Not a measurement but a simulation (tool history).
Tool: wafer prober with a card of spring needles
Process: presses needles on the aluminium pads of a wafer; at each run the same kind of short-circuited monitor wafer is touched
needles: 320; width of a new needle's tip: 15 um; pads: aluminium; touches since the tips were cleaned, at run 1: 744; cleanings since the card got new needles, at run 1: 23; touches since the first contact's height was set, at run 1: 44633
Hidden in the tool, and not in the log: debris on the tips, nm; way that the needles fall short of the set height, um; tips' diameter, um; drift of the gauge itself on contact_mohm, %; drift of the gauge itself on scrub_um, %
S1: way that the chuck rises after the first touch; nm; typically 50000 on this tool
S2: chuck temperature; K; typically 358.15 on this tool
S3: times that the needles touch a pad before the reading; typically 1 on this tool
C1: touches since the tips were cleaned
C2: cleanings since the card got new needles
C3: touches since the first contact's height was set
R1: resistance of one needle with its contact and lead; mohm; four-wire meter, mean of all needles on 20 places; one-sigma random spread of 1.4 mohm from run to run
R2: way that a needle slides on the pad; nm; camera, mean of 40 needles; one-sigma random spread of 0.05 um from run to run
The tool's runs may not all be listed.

| run | hour | S1 | S2 | S3 | C1 | C2 | C3 | R1 | R2 |
|---|---|---|---|---|---|---|---|---|---|
| 1 | 0.0 | 50000 | 358.15 | 1 | 744 | 23 | 44633 | 119 | 13880 |
|  | 18.9 | tips cleaned on abrasive film |
|  | 42.5 | tips cleaned on abrasive film |
| 2 | 47.4 | 50000 | 358.15 | 1 | 1026 | 25 | 54491 | 119 | 13960 |
|  | 68.3 | tips cleaned on abrasive film |
| 3 | 85.5 | 50000 | 358.15 | 1 | 3577 | 26 | 62419 | 118 | 13920 |
|  | 94.8 | tips cleaned on abrasive film |
|  | 120.7 | tips cleaned on abrasive film |
| 4 | 136.5 | 50000 | 358.15 | 1 | 3298 | 28 | 73033 | 122 | 13980 |
|  | 143.5 | tips cleaned on abrasive film |
|  | 148.5 | height of the first contact set anew |
|  | 166.6 | tips cleaned on abrasive film |
| 5 | 175.7 | 50000 | 358.15 | 1 | 1895 | 30 | 5659 | 119 | 13990 |
|  | 191.6 | tips cleaned on abrasive film |
| 6 | 205.4 | 50000 | 358.15 | 1 | 2896 | 31 | 11845 | 118 | 14020 |
|  | 214.8 | tips cleaned on abrasive film |
| 7 | 228.9 | 50000 | 358.15 | 1 | 2951 | 32 | 16728 | 118 | 14050 |
|  | 239.2 | tips cleaned on abrasive film |
| 8 | 254.2 | 50000 | 358.15 | 1 | 3118 | 33 | 21983 | 118 | 13950 |
|  | 262.4 | tips cleaned on abrasive film |
|  | 287.7 | tips cleaned on abrasive film |
| 9 | 293.8 | 50000 | 358.15 | 1 | 1269 | 35 | 30216 | 119 | 14020 |
|  | 313.2 | tips cleaned on abrasive film |
| 10 | 317.9 | 50000 | 358.15 | 1 | 967 | 36 | 35221 | 120 | 14020 |
|  | 336.5 | tips cleaned on abrasive film |
| 11 | 351.2 | 50000 | 358.15 | 1 | 3075 | 37 | 42164 | 119 | 13940 |
|  | 360.1 | tips cleaned on abrasive film |
| 12 | 380.0 | 50000 | 358.15 | 1 | 4175 | 38 | 48160 | 119 | 14030 |
|  | 382.6 | tips cleaned on abrasive film |
| 13 | 402.7 | 33000 | 387.15 | 1 | 4192 | 39 | 52874 | 134 | 9260 |
|  | 406.1 | tips cleaned on abrasive film |
|  | 429.2 | tips cleaned on abrasive film |
|  | 452.9 | tips cleaned on abrasive film |
| 14 | 452.9 | 33000 | 387.15 | 1 | 0 | 42 | 63281 | 129 | 9260 |
|  | 475.5 | tips cleaned on abrasive film |
| 15 | 478.5 | 46000 | 299.15 | 3 | 628 | 43 | 68613 | 114 | 13010 |
|  | 498.1 | tips cleaned on abrasive film |
| 16 | 501.9 | 46000 | 299.15 | 3 | 788 | 44 | 73475 | 111 | 12980 |
|  | 512.6 | height of the first contact set anew |
|  | 521.3 | tips cleaned on abrasive film |
| 17 | 527.9 | 35000 | 299.15 | 3 | 1379 | 45 | 3171 | 117 | 10000 |
|  | 546.0 | tips cleaned on abrasive film |
| 18 | 561.8 | 52000 | 342.15 | 3 | 3294 | 46 | 10229 | 119 | 14710 |
|  | 571.6 | tips cleaned on abrasive film |
|  | 597.7 | tips cleaned on abrasive film |
| 19 | 605.3 | 52000 | 342.15 | 3 | 1586 | 48 | 19276 | 114 | 14790 |
|  | 622.7 | tips cleaned on abrasive film |
|  | 645.6 | tips cleaned on abrasive film |
| 20 | 652.9 | 52000 | 342.15 | 3 | 1518 | 50 | 29163 | 115 | 14860 |
|  | 668.3 | tips cleaned on abrasive film |
|  | 690.6 | tips cleaned on abrasive film |
| 21 | 690.6 | 52000 | 342.15 | 3 | 0 | 52 | 37005 | 117 | 14800 |
|  | 698.8 | gauge calibrated |
|  | 713.5 | tips cleaned on abrasive film |
|  | 737.2 | tips cleaned on abrasive film |
| 22 | 739.9 | 52000 | 345.15 | 3 | 548 | 54 | 47243 | 119 | 14540 |
|  | 760.9 | tips cleaned on abrasive film |
| 23 | 782.1 | 42000 | 345.15 | 2 | 4434 | 55 | 56044 | 121 | 11720 |

Here are 5 independent what-if runs from the current tool condition. What would each one return?
|  | 785.8 | tips cleaned on abrasive film |
|  | 810.5 | tips cleaned on abrasive film |
| A | 814.3 | 42000 | 309.15 | 2 | 795 | 57 | 62729 | ? | ? |
|  | 785.8 | tips cleaned on abrasive film |
|  | 810.5 | tips cleaned on abrasive film |
| B | 814.3 | 62000 | 371.15 | 3 | 795 | 57 | 62729 | ? | ? |
|  | 785.8 | tips cleaned on abrasive film |
|  | 810.5 | tips cleaned on abrasive film |
| C | 814.3 | 57000 | 358.15 | 1 | 795 | 57 | 62729 | ? | ? |
|  | 785.8 | tips cleaned on abrasive film |
|  | 810.5 | tips cleaned on abrasive film |
| D | 814.3 | 67000 | 343.15 | 1 | 795 | 57 | 62729 | ? | ? |
|  | 785.8 | tips cleaned on abrasive film |
|  | 810.5 | tips cleaned on abrasive film |
| E | 814.3 | 61000 | 335.15 | 2 | 795 | 57 | 62729 | ? | ? |

| run | R1 | R2 |
|---|---|---|
| A | 117 | 11700 |
| B | 120 | 17330 |
| C | 120 | 15910 |
| D | 113 | 18730 |
| E | 114 | 16950 |
Take away the tool's hidden state, keep each run's random variation, and the runs would have read:
| run | R1 | R2 |
|---|---|---|
| A | 116 | 11660 |
| B | 119 | 17270 |
| C | 119 | 15860 |
| D | 113 | 18670 |
| E | 114 | 16900 |

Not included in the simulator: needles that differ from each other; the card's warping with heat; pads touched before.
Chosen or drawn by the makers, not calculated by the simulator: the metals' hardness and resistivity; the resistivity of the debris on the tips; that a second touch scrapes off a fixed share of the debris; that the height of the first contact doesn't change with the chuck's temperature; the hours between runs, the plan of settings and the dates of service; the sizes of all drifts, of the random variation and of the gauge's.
